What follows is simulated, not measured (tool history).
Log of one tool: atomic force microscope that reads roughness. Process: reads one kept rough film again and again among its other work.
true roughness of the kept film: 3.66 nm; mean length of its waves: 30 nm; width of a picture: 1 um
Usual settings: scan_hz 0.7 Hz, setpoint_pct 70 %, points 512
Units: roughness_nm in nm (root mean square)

Run 1, hour 0: usual settings. Result: roughness_nm 2.891 nm (root mean square).
Run 2, hour 57.4: usual settings. Result: roughness_nm 2.782 nm (root mean square).
Run 3, hour 135.2: usual settings but scan_hz 2.983 Hz. Result: roughness_nm 2.442 nm (root mean square).
Run 4, hour 194: usual settings but scan_hz 2.983 Hz, setpoint_pct 78 %. Result: roughness_nm 2.214 nm (root mean square).
At hour 216.6: new tip fitted.
Run 5, hour 248.8: usual settings. Result: roughness_nm 2.962 nm (root mean square).
Run 6, hour 311.8: usual settings. Result: roughness_nm 2.825 nm (root mean square).
Run 7, hour 379: usual settings. Result: roughness_nm 2.729 nm (root mean square).
Run 8, hour 440.3: usual settings. Result: roughness_nm 2.611 nm (root mean square).
At hour 483.2: new tip fitted.
Run 9, hour 492.1: usual settings. Result: roughness_nm 2.989 nm (root mean square).
Run 10, hour 535.2: usual settings. Result: roughness_nm 2.886 nm (root mean square).
Run 11, hour 591.2: usual settings. Result: roughness_nm 2.778 nm (root mean square).
Run 12, hour 643.1: usual settings. Result: roughness_nm 2.671 nm (root mean square).
Run 13, hour 685.6: usual settings but scan_hz 1.258 Hz. Result: roughness_nm 2.554 nm (root mean square).
Run 14, hour 734.6: usual settings but scan_hz 1.258 Hz. Result: roughness_nm 2.5 nm (root mean square).
At hour 751.2: new tip fitted.
Run 15, hour 808.3: usual settings. Result: roughness_nm 2.876 nm (root mean square).
Run 16, hour 875.1: usual settings. Result: roughness_nm 2.77 nm (root mean square).
Run 17, hour 919.6: usual settings. Result: roughness_nm 2.697 nm (root mean square).
Run 18, hour 1002.5: usual settings. Result: roughness_nm 2.55 nm (root mean square).
At hour 1014.8: new tip fitted.
Run 19, hour 1060.3: usual settings but setpoint_pct 71 %. Result: roughness_nm 2.851 nm (root mean square).
Run 20, hour 1141.9: usual settings but setpoint_pct 71 %. Result: roughness_nm 2.714 nm (root mean square).
Run 21, hour 1216.1: usual settings. Result: roughness_nm 2.586 nm (root mean square).
At hour 1280.8: new tip fitted.
Run 22, hour 1294.1: usual settings. Result: roughness_nm 2.969 nm (root mean square).
Run 23, hour 1376.7: usual settings. Result: roughness_nm 2.813 nm (root mean square).
Run 24, hour 1458.9: usual settings. Result: roughness_nm 2.673 nm (root mean square).
Run 25, hour 1509.8: usual settings. Result: roughness_nm 2.563 nm (root mean square).
At hour 1543.5: new tip fitted.
Run 26, hour 1586.9: usual settings. Result: roughness_nm 2.885 nm (root mean square).
At hour 1591.6: height scale calibrated on a step standard.
Run 27, hour 1642.9: usual settings but scan_hz 0.997 Hz, setpoint_pct 57 %. Result: roughness_nm 2.8 nm (root mean square).
Run 28, hour 1684.6: usual settings but scan_hz 0.684 Hz, setpoint_pct 57 %, points 470. Result: roughness_nm 2.731 nm (root mean square).
Run 29, hour 1720.3: usual settings but scan_hz 1.629 Hz. Result: roughness_nm 2.553 nm (root mean square).
Run 30, hour 1795.3: usual settings but scan_hz 1.629 Hz. Result: roughness_nm 2.424 nm (root mean square).
At hour 1807.3: new tip fitted.
Run 31, hour 1864.2: usual settings but scan_hz 1.629 Hz. Result: roughness_nm 2.741 nm (root mean square).
Run 32, hour 1918.4: usual settings but scan_hz 1.629 Hz. Result: roughness_nm 2.661 nm (root mean square).
Run 33, hour 2005.1: usual settings but scan_hz 0.63 Hz, setpoint_pct 74 %, points 738. Result: roughness_nm 2.592 nm (root mean square).
At hour 2067: height scale calibrated on a step standard, once more.
At hour 2072.8: new tip fitted.
Run 34, hour 2085.9: usual settings but scan_hz 0.661 Hz, setpoint_pct 63 %, points 973. Result: roughness_nm 3.032 nm (root mean square).
Run 35, hour 2142.2: usual settings but scan_hz 0.715 Hz, setpoint_pct 55 %, points 940. Result: roughness_nm 2.939 nm (root mean square).
Run 36, hour 2218.1: usual settings but scan_hz 0.628 Hz, points 910. Result: roughness_nm 2.76 nm (root mean square).
Run 37, hour 2301.3: usual settings but scan_hz 0.628 Hz, points 910. Result: roughness_nm 2.636 nm (root mean square).
At hour 2336.4: new tip fitted.
Run 38, hour 2348.8: usual settings but scan_hz 3.586 Hz, points 782. Result: roughness_nm 2.675 nm (root mean square).
Run 39, hour 2415: usual settings but scan_hz 3.586 Hz, points 782. Result: roughness_nm 2.538 nm (root mean square).
Run 40, hour 2490.8: usual settings but scan_hz 0.819 Hz, setpoint_pct 67 %. Result: roughness_nm 2.694 nm (root mean square).
Run 41, hour 2532.8: usual settings but setpoint_pct 84 %, points 476. Result: roughness_nm 2.544 nm (root mean square).
Run 42, hour 2588.6: usual settings but scan_hz 1.097 Hz, setpoint_pct 84 %, points 586. Result: roughness_nm 2.37 nm (root mean square).
At hour 2603.5: new tip fitted.
Run 43, hour 2672.1: usual settings but scan_hz 3.305 Hz, points 335. Result: roughness_nm 2.592 nm (root mean square).
Run 44, hour 2725.5: usual settings but scan_hz 3.959 Hz, setpoint_pct 58 %, points 499. Result: roughness_nm 2.637 nm (root mean square).
Run 45, hour 2775.9: usual settings but scan_hz 0.853 Hz, setpoint_pct 80 %, points 744. Result: roughness_nm 2.613 nm (root mean square).
Run 46, hour 2850.1: usual settings but setpoint_pct 78 %, points 482. Result: roughness_nm 2.519 nm (root mean square).
At hour 2870: new tip fitted.
Run 47, hour 2887.3: usual settings but scan_hz 3.729 Hz, setpoint_pct 58 %, points 482. Result: roughness_nm 2.854 nm (root mean square).
Run 48, hour 2937: usual settings but scan_hz 3.729 Hz, setpoint_pct 58 %, points 305. Result: roughness_nm 2.748 nm (root mean square).
Run 49, hour 2986.3: usual settings but scan_hz 3.729 Hz, setpoint_pct 58 %, points 305. Result: roughness_nm 2.633 nm (root mean square).

The next listed run, before its measurement:
Run 50, hour 3025.4: usual settings but scan_hz 2.024 Hz, points 301. Result: roughness_nm ?.

{"run 50": {"roughness_nm": 2.555}}
Without the tool's hidden state the same run would have given roughness_nm 2.883 nm (root mean square).
